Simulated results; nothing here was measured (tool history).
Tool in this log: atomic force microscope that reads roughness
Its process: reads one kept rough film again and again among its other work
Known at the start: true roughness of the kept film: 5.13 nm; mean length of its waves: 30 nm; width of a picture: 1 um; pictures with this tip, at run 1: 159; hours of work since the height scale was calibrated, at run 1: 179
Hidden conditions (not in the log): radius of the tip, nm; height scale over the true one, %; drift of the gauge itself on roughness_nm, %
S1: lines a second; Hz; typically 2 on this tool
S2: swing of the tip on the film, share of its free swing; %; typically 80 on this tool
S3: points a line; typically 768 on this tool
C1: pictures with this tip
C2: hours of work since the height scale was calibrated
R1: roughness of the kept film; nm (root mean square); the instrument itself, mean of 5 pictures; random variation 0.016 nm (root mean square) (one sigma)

run 1 hour=0 | S1=2 S2=80 S3=768 | C1=159 C2=179 | R1=2.866
run 2 hour=9 | S1=2 S2=80 S3=768 | C1=169 C2=184 | R1=2.853
-- hour=13.2 new tip fitted
run 3 hour=24.1 | S1=2 S2=80 S3=768 | C1=12 C2=193 | R1=3.68
run 4 hour=40.3 | S1=2 S2=86 S3=768 | C1=30 C2=203 | R1=3.472
run 5 hour=53.2 | S1=2 S2=80 S3=768 | C1=44 C2=210 | R1=3.443
run 6 hour=61.4 | S1=2 S2=80 S3=768 | C1=53 C2=215 | R1=3.388
run 7 hour=74.7 | S1=0.87 S2=80 S3=768 | C1=67 C2=223 | R1=3.459
run 8 hour=86.1 | S1=0.87 S2=80 S3=768 | C1=79 C2=230 | R1=3.393
run 9 hour=93.3 | S1=0.87 S2=80 S3=768 | C1=87 C2=234 | R1=3.331
run 10 hour=104.3 | S1=0.87 S2=80 S3=768 | C1=99 C2=241 | R1=3.251
run 11 hour=117.7 | S1=0.87 S2=80 S3=768 | C1=114 C2=249 | R1=3.195
run 12 hour=126.4 | S1=2 S2=75 S3=768 | C1=123 C2=254 | R1=3.067
run 13 hour=134.1 | S1=2 S2=80 S3=617 | C1=132 C2=259 | R1=2.94
run 14 hour=146.8 | S1=2 S2=80 S3=768 | C1=145 C2=267 | R1=2.854
run 15 hour=162.8 | S1=2 S2=80 S3=768 | C1=163 C2=276 | R1=2.799
run 16 hour=170.9 | S1=2 S2=80 S3=768 | C1=172 C2=281 | R1=2.773
-- hour=172.5 new tip fitted
run 17 hour=181.6 | S1=2 S2=80 S3=768 | C1=10 C2=287 | R1=3.706
run 18 hour=190.3 | S1=2.8 S2=80 S3=768 | C1=19 C2=292 | R1=3.478
run 19 hour=199.8 | S1=2 S2=80 S3=768 | C1=30 C2=298 | R1=3.558
-- hour=202 height scale calibrated on a step standard
run 20 hour=211.6 | S1=2 S2=80 S3=670 | C1=41 C2=6 | R1=3.47
run 21 hour=220.4 | S1=3.17 S2=80 S3=670 | C1=51 C2=11 | R1=3.224
-- hour=233.7 height scale calibrated on a step standard, once more
run 22 hour=238.1 | S1=3.17 S2=80 S3=670 | C1=69 C2=3 | R1=3.08
run 23 hour=250.4 | S1=3.17 S2=80 S3=375 | C1=82 C2=10 | R1=3.031
run 24 hour=258.4 | S1=3.17 S2=80 S3=375 | C1=91 C2=15 | R1=2.994
run 25 hour=274.8 | S1=2 S2=88 S3=768 | C1=109 C2=25 | R1=2.924
run 26 hour=288.6 | S1=2 S2=88 S3=768 | C1=124 C2=33 | R1=2.851
run 27 hour=301.9 | S1=2 S2=88 S3=768 | C1=138 C2=41 | R1=2.818
run 28 hour=317 | S1=2 S2=65 S3=768 | C1=155 C2=50 | R1=2.975
run 29 hour=327.2 | S1=2 S2=89 S3=297 | C1=166 C2=56 | R1=2.626
-- hour=334 new tip fitted
run 30 hour=338.1 | S1=2 S2=89 S3=297 | C1=4 C2=62 | R1=3.551
run 31 hour=354.7 | S1=2 S2=89 S3=297 | C1=22 C2=72 | R1=3.43

Predict the results of run 32:
run 32 hour=366.1 | S1=1.06 S2=61 S3=768 | C1=35 C2=79 | R1=?

For run 32 the tool returned R1 3.834 nm (root mean square).
With the hidden condition absent and the run-to-run variation left alone, this run would have shown R1 4.131 nm (root mean square).
